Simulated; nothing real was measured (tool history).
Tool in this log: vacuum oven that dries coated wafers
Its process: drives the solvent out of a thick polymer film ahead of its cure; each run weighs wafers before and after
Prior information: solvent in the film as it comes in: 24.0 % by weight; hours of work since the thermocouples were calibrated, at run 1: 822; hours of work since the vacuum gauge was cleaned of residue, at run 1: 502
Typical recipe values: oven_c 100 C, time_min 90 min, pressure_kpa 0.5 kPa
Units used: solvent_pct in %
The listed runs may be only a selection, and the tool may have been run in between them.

| run | hour | oven_c | time_min | pressure_kpa | hours of work since the thermocouples were calibrated | hours of work since the vacuum gauge was cleaned of residue | solvent_pct |
|---|---|---|---|---|---|---|---|
| 1 | 0 | 100 | 90 | 0.5 | 822 | 502 | 3.2 |
| 2 | 12.7 | 100 | 90 | 0.5 | 832 | 512 | 3.2 |
| 3 | 27 | 100 | 90 | 0.5 | 843 | 524 | 3.17 |
| 4 | 38.3 | 100 | 90 | 0.5 | 852 | 533 | 3.19 |
| 5 | 58.6 | 99 | 90 | 0.5 | 868 | 549 | 3.47 |
| 6 | 72.2 | 100 | 90 | 0.5 | 879 | 559 | 3.14 |
| 7 | 88.9 | 100 | 90 | 0.5 | 892 | 573 | 3.18 |
| 8 | 113.8 | 100 | 90 | 1.666 | 912 | 592 | 3.85 |
| 9 | 131.8 | 100 | 90 | 1.666 | 926 | 607 | 3.84 |
| 10 | 148.2 | 100 | 90 | 1.666 | 940 | 620 | 3.84 |
|  | 152.6 | oven's thermocouples calibrated |
| 11 | 166 | 100 | 90 | 1.666 | 11 | 632 | 3.68 |
| 12 | 176.9 | 100 | 150 | 0.5 | 19 | 641 | 1.08 |
| 13 | 188.7 | 91 | 150 | 0.446 | 29 | 650 | 2.83 |
|  | 200 | oven's thermocouples calibrated, once more |
| 14 | 204.3 | 90 | 90 | 1.95 | 3 | 661 | 8.08 |
| 15 | 219.2 | 90 | 90 | 1.95 | 15 | 673 | 8.07 |
| 16 | 238.8 | 90 | 90 | 1.95 | 31 | 688 | 8.14 |
| 17 | 258.8 | 90 | 90 | 1.95 | 47 | 704 | 8.1 |
| 18 | 275.2 | 87 | 45 | 1.854 | 60 | 717 | 13.37 |
| 19 | 297.3 | 87 | 45 | 1.854 | 77 | 735 | 13.41 |
| 20 | 323.3 | 91 | 67 | 1.854 | 98 | 755 | 9.54 |
| 21 | 347.4 | 91 | 67 | 1.854 | 117 | 775 | 9.6 |
| 22 | 369.8 | 111 | 90 | 1.51 | 135 | 792 | 1.65 |
| 23 | 390.5 | 107 | 70 | 0.826 | 151 | 809 | 3.13 |
| 24 | 407 | 98 | 90 | 1.492 | 164 | 822 | 4.77 |

Alternative continuations, all from the tool just after run 24; predict every row:
| A | 432.5 | 100 | 125 | 0.5 | 184 | 842 | ? |
| B | 432.5 | 99 | 90 | 0.5 | 184 | 842 | ? |
| C | 432.5 | 91 | 54 | 0.846 | 184 | 842 | ? |
| D | 432.5 | 100 | 90 | 0.272 | 184 | 842 | ? |
| E | 432.5 | 109 | 55 | 1.492 | 184 | 842 | ? |

| run | solvent_pct |
|---|---|
| A | 1.97 |
| B | 3.88 |
| C | 10.34 |
| D | 3.34 |
| E | 4.19 |
With no hidden state in the tool, these same runs would have given:
| run | solvent_pct |
|---|---|
| A | 1.88 |
| B | 3.79 |
| C | 10.25 |
| D | 3.25 |
| E | 4.12 |

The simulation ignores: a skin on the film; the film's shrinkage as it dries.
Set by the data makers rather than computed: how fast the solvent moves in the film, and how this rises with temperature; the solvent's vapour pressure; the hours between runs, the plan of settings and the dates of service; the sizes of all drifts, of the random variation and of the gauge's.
